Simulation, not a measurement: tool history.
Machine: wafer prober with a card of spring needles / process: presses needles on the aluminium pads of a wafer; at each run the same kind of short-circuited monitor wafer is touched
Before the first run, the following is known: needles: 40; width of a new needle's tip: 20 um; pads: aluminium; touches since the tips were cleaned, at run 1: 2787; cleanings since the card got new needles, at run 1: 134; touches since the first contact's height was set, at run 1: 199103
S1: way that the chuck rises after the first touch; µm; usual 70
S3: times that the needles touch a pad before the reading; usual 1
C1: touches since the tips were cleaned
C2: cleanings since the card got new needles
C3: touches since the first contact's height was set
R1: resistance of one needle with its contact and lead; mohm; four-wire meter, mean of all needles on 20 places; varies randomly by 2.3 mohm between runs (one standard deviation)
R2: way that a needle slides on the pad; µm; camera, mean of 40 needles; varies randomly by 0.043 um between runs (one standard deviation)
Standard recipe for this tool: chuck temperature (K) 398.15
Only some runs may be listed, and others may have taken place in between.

{"run": 1, "hour": 0.0, "S1": 70, "chuck temperature (K)": 398.15, "S3": 1, "C1": 2787, "C2": 134, "C3": 199103, "R1": 259, "R2": 8.56}
{"hour": 7.0, "done": "tips cleaned on abrasive film"}
{"hour": 24.5, "done": "tips cleaned on abrasive film"}
{"hour": 41.8, "done": "tips cleaned on abrasive film"}
{"hour": 55.7, "done": "tips cleaned on abrasive film"}
{"run": 2, "hour": 57.5, "S1": 70, "chuck temperature (K)": 398.15, "S3": 1, "C1": 551, "C2": 138, "C3": 216686, "R1": 256, "R2": 8.57}
{"hour": 71.2, "done": "tips cleaned on abrasive film"}
{"hour": 81.9, "done": "height of the first contact set anew"}
{"hour": 85.5, "done": "tips cleaned on abrasive film"}
{"hour": 99.4, "done": "tips cleaned on abrasive film"}
{"run": 3, "hour": 109.4, "S1": 70, "chuck temperature (K)": 398.15, "S3": 2, "C1": 3072, "C2": 141, "C3": 8406, "R1": 257, "R2": 8.62}
{"hour": 116.5, "done": "tips cleaned on abrasive film"}
{"hour": 133.9, "done": "tips cleaned on abrasive film"}
{"hour": 147.8, "done": "tips cleaned on abrasive film"}
{"hour": 165.2, "done": "tips cleaned on abrasive film"}
{"run": 4, "hour": 170.0, "S1": 70, "chuck temperature (K)": 398.15, "S3": 2, "C1": 1467, "C2": 145, "C3": 26928, "R1": 257, "R2": 8.66}
{"hour": 180.5, "done": "tips cleaned on abrasive film"}
{"hour": 197.9, "done": "tips cleaned on abrasive film"}
{"hour": 211.8, "done": "tips cleaned on abrasive film"}
{"hour": 229.3, "done": "tips cleaned on abrasive film"}
{"run": 5, "hour": 239.3, "S1": 56, "chuck temperature (K)": 398.15, "S3": 2, "C1": 3104, "C2": 149, "C3": 48168, "R1": 258, "R2": 6.88}
{"hour": 246.4, "done": "tips cleaned on abrasive film"}
{"hour": 260.3, "done": "tips cleaned on abrasive film"}
{"hour": 274.3, "done": "tips cleaned on abrasive film"}
{"hour": 288.3, "done": "tips cleaned on abrasive film"}
{"run": 6, "hour": 299.5, "S1": 56, "chuck temperature (K)": 398.15, "S3": 2, "C1": 3454, "C2": 153, "C3": 66559, "R1": 259, "R2": 6.77}
{"hour": 303.0, "done": "tips cleaned on abrasive film"}
{"hour": 320.4, "done": "tips cleaned on abrasive film"}
{"hour": 337.9, "done": "tips cleaned on abrasive film"}
{"hour": 355.0, "done": "tips cleaned on abrasive film"}
{"hour": 372.5, "done": "tips cleaned on abrasive film"}
{"run": 7, "hour": 377.3, "S1": 56, "chuck temperature (K)": 398.15, "S3": 2, "C1": 1476, "C2": 158, "C3": 90355, "R1": 257, "R2": 6.91}
{"hour": 387.7, "done": "tips cleaned on abrasive film"}
{"hour": 405.2, "done": "tips cleaned on abrasive film"}
{"hour": 419.1, "done": "tips cleaned on abrasive film"}
{"run": 8, "hour": 427.3, "S1": 56, "chuck temperature (K)": 398.15, "S3": 2, "C1": 2518, "C2": 161, "C3": 105675, "R1": 257, "R2": 6.86}
{"hour": 434.3, "done": "tips cleaned on abrasive film"}
{"hour": 448.3, "done": "tips cleaned on abrasive film"}
{"hour": 465.7, "done": "tips cleaned on abrasive film"}
{"hour": 479.6, "done": "tips cleaned on abrasive film"}
{"hour": 497.1, "done": "tips cleaned on abrasive film"}
{"run": 9, "hour": 507.7, "S1": 70, "chuck temperature (K)": 398.15, "S3": 2, "C1": 3284, "C2": 166, "C3": 130287, "R1": 256, "R2": 8.61}
{"hour": 511.3, "done": "tips cleaned on abrasive film"}
{"hour": 525.2, "done": "tips cleaned on abrasive film"}
{"hour": 542.6, "done": "tips cleaned on abrasive film"}
{"hour": 560.0, "done": "tips cleaned on abrasive film"}
{"hour": 577.2, "done": "tips cleaned on abrasive film"}
{"run": 10, "hour": 585.2, "S1": 70, "chuck temperature (K)": 398.15, "S3": 2, "C1": 2485, "C2": 171, "C3": 153999, "R1": 257, "R2": 8.65}
{"hour": 592.3, "done": "tips cleaned on abrasive film"}
{"hour": 609.5, "done": "tips cleaned on abrasive film"}
{"hour": 623.4, "done": "tips cleaned on abrasive film"}
{"hour": 637.4, "done": "tips cleaned on abrasive film"}
{"hour": 654.6, "done": "tips cleaned on abrasive film"}
{"run": 11, "hour": 658.3, "S1": 70, "chuck temperature (K)": 398.15, "S3": 2, "C1": 1126, "C2": 176, "C3": 176331, "R1": 256, "R2": 8.56}
{"hour": 668.7, "done": "tips cleaned on abrasive film"}
{"hour": 682.7, "done": "tips cleaned on abrasive film"}
{"hour": 696.6, "done": "tips cleaned on abrasive film"}
{"hour": 714.1, "done": "tips cleaned on abrasive film"}
{"run": 12, "hour": 721.2, "S1": 70, "chuck temperature (K)": 316.15, "S3": 2, "C1": 2189, "C2": 180, "C3": 195578, "R1": 236, "R2": 8.71}
{"hour": 728.2, "done": "tips cleaned on abrasive film"}
{"hour": 745.6, "done": "tips cleaned on abrasive film"}
{"hour": 763.1, "done": "tips cleaned on abrasive film"}
{"run": 13, "hour": 764.0, "S1": 70, "chuck temperature (K)": 316.15, "S3": 2, "C1": 293, "C2": 183, "C3": 208679, "R1": 235, "R2": 8.6}
{"hour": 778.0, "done": "tips cleaned on abrasive film"}
{"hour": 795.4, "done": "tips cleaned on abrasive film"}
{"hour": 812.7, "done": "tips cleaned on abrasive film"}
{"hour": 813.0, "done": "height of the first contact set anew"}
{"hour": 830.5, "done": "tips cleaned on abrasive film"}
{"run": 14, "hour": 836.0, "S1": 74, "chuck temperature (K)": 324.15, "S3": 2, "C1": 1709, "C2": 187, "C3": 7044, "R1": 230, "R2": 9.09}
{"hour": 846.5, "done": "tips cleaned on abrasive film"}
{"hour": 860.5, "done": "tips cleaned on abrasive film"}
{"hour": 877.8, "done": "tips cleaned on abrasive film"}
{"run": 15, "hour": 878.2, "S1": 74, "chuck temperature (K)": 382.15, "S3": 1, "C1": 126, "C2": 190, "C3": 19949, "R1": 251, "R2": 9.17}
{"hour": 892.2, "done": "tips cleaned on abrasive film"}
{"hour": 906.1, "done": "tips cleaned on abrasive film"}
{"hour": 923.6, "done": "tips cleaned on abrasive film"}
{"hour": 940.9, "done": "tips cleaned on abrasive film"}
{"hour": 954.9, "done": "tips cleaned on abrasive film"}
{"run": 16, "hour": 956.1, "S1": 65, "chuck temperature (K)": 376.15, "S3": 2, "C1": 368, "C2": 195, "C3": 43769, "R1": 250, "R2": 7.96}
{"hour": 970.0, "done": "tips cleaned on abrasive film"}
{"hour": 984.0, "done": "tips cleaned on abrasive film"}
{"hour": 997.9, "done": "tips cleaned on abrasive film"}
{"hour": 1015.0, "done": "tips cleaned on abrasive film"}
{"run": 17, "hour": 1015.0, "S1": 81, "chuck temperature (K)": 376.15, "S3": 2, "C1": 0, "C2": 199, "C3": 61791, "R1": 248, "R2": 9.98}
{"hour": 1029.0, "done": "tips cleaned on abrasive film"}
{"hour": 1042.9, "done": "tips cleaned on abrasive film"}
{"run": 18, "hour": 1051.6, "S1": 70, "chuck temperature (K)": 335.15, "S3": 2, "C1": 2661, "C2": 201, "C3": 72988, "R1": 235, "R2": 8.6}
{"hour": 1058.6, "done": "tips cleaned on abrasive film"}
{"hour": 1075.8, "done": "tips cleaned on abrasive film"}
{"hour": 1089.7, "done": "tips cleaned on abrasive film"}
{"run": 19, "hour": 1094.9, "S1": 70, "chuck temperature (K)": 335.15, "S3": 2, "C1": 1575, "C2": 204, "C3": 86226, "R1": 241, "R2": 8.67}
{"hour": 1105.3, "done": "tips cleaned on abrasive film"}
{"hour": 1122.5, "done": "tips cleaned on abrasive film"}
{"run": 20, "hour": 1133.3, "S1": 70, "chuck temperature (K)": 335.15, "S3": 2, "C1": 3317, "C2": 206, "C3": 98005, "R1": 239, "R2": 8.6}
{"hour": 1136.9, "done": "tips cleaned on abrasive film"}
{"hour": 1154.1, "done": "tips cleaned on abrasive film"}
{"hour": 1171.2, "done": "tips cleaned on abrasive film"}
{"run": 21, "hour": 1172.4, "S1": 65, "chuck temperature (K)": 342.15, "S3": 2, "C1": 393, "C2": 209, "C3": 109962, "R1": 245, "R2": 8.07}

Entry by entry between the runs, the difference in hidden state between the last listed run before and the first listed run after:
After run 1, before run 2: tips cleaned on abrasive film (hour 7); tips cleaned on abrasive film (hour 24.5); tips cleaned on abrasive film (hour 41.8); tips cleaned on abrasive film (hour 55.7)
  debris on the tips, nm: 0.2 -> 0
After run 2, before run 3: tips cleaned on abrasive film (hour 71.2); height of the first contact set anew (hour 81.9); tips cleaned on abrasive film (hour 85.5); tips cleaned on abrasive film (hour 99.4)
  debris on the tips, nm: 0 -> 0.2; way that the needles fall short of the set height, um: 0.01 -> 0
After run 3, before run 4: tips cleaned on abrasive film (hour 116.5); tips cleaned on abrasive film (hour 133.9); tips cleaned on abrasive film (hour 147.8); tips cleaned on abrasive film (hour 165.2)
  debris on the tips, nm: 0.2 -> 0.1
After run 4, before run 5: tips cleaned on abrasive film (hour 180.5); tips cleaned on abrasive film (hour 197.9); tips cleaned on abrasive film (hour 211.8); tips cleaned on abrasive film (hour 229.3)
  debris on the tips, nm: 0.1 -> 0.2
After run 5, before run 6: tips cleaned on abrasive film (hour 246.4); tips cleaned on abrasive film (hour 260.3); tips cleaned on abrasive film (hour 274.3); tips cleaned on abrasive film (hour 288.3)
  both runs share identical hidden conditions
After run 6, before run 7: tips cleaned on abrasive film (hour 303); tips cleaned on abrasive film (hour 320.4); tips cleaned on abrasive film (hour 337.9); tips cleaned on abrasive film (hour 355); tips cleaned on abrasive film (hour 372.5)
  debris on the tips, nm: 0.2 -> 0.1
After run 7, before run 8: tips cleaned on abrasive film (hour 387.7); tips cleaned on abrasive film (hour 405.2); tips cleaned on abrasive film (hour 419.1)
  debris on the tips, nm: 0.1 -> 0.2
After run 8, before run 9: tips cleaned on abrasive film (hour 434.3); tips cleaned on abrasive film (hour 448.3); tips cleaned on abrasive film (hour 465.7); tips cleaned on abrasive film (hour 479.6); tips cleaned on abrasive film (hour 497.1)
  way that the needles fall short of the set height, um: 0 -> 0.01
After run 9, before run 10: tips cleaned on abrasive film (hour 511.3); tips cleaned on abrasive film (hour 525.2); tips cleaned on abrasive film (hour 542.6); tips cleaned on abrasive film (hour 560); tips cleaned on abrasive film (hour 577.2)
  both runs share identical hidden conditions
After run 10, before run 11: tips cleaned on abrasive film (hour 592.3); tips cleaned on abrasive film (hour 609.5); tips cleaned on abrasive film (hour 623.4); tips cleaned on abrasive film (hour 637.4); tips cleaned on abrasive film (hour 654.6)
  debris on the tips, nm: 0.2 -> 0.1
After run 11, before run 12: tips cleaned on abrasive film (hour 668.7); tips cleaned on abrasive film (hour 682.7); tips cleaned on abrasive film (hour 696.6); tips cleaned on abrasive film (hour 714.1)
  both runs share identical hidden conditions
After run 12, before run 13: tips cleaned on abrasive film (hour 728.2); tips cleaned on abrasive film (hour 745.6); tips cleaned on abrasive film (hour 763.1)
  debris on the tips, nm: 0.1 -> 0
After run 13, before run 14: tips cleaned on abrasive film (hour 778); tips cleaned on abrasive film (hour 795.4); tips cleaned on abrasive film (hour 812.7); height of the first contact set anew (hour 813); tips cleaned on abrasive film (hour 830.5)
  debris on the tips, nm: 0 -> 0.1; way that the needles fall short of the set height, um: 0.01 -> 0
After run 14, before run 15: tips cleaned on abrasive film (hour 846.5); tips cleaned on abrasive film (hour 860.5); tips cleaned on abrasive film (hour 877.8)
  debris on the tips, nm: 0.1 -> 0
After run 15, before run 16: tips cleaned on abrasive film (hour 892.2); tips cleaned on abrasive film (hour 906.1); tips cleaned on abrasive film (hour 923.6); tips cleaned on abrasive film (hour 940.9); tips cleaned on abrasive film (hour 954.9)
  debris on the tips, nm: 0 -> 0.1
After run 16, before run 17: tips cleaned on abrasive film (hour 970); tips cleaned on abrasive film (hour 984); tips cleaned on abrasive film (hour 997.9); tips cleaned on abrasive film (hour 1015)
  debris on the tips, nm: 0.1 -> 0
After run 17, before run 18: tips cleaned on abrasive film (hour 1029); tips cleaned on abrasive film (hour 1042.9)
  debris on the tips, nm: 0 -> 0.2
After run 18, before run 19: tips cleaned on abrasive film (hour 1058.6); tips cleaned on abrasive film (hour 1075.8); tips cleaned on abrasive film (hour 1089.7)
  debris on the tips, nm: 0.2 -> 0.1; tips' diameter, um: 20.01 -> 20.02
After run 19, before run 20: tips cleaned on abrasive film (hour 1105.3); tips cleaned on abrasive film (hour 1122.5)
  debris on the tips, nm: 0.1 -> 0.2
After run 20, before run 21: tips cleaned on abrasive film (hour 1136.9); tips cleaned on abrasive film (hour 1154.1); tips cleaned on abrasive film (hour 1171.2)
  debris on the tips, nm: 0.2 -> 0.1
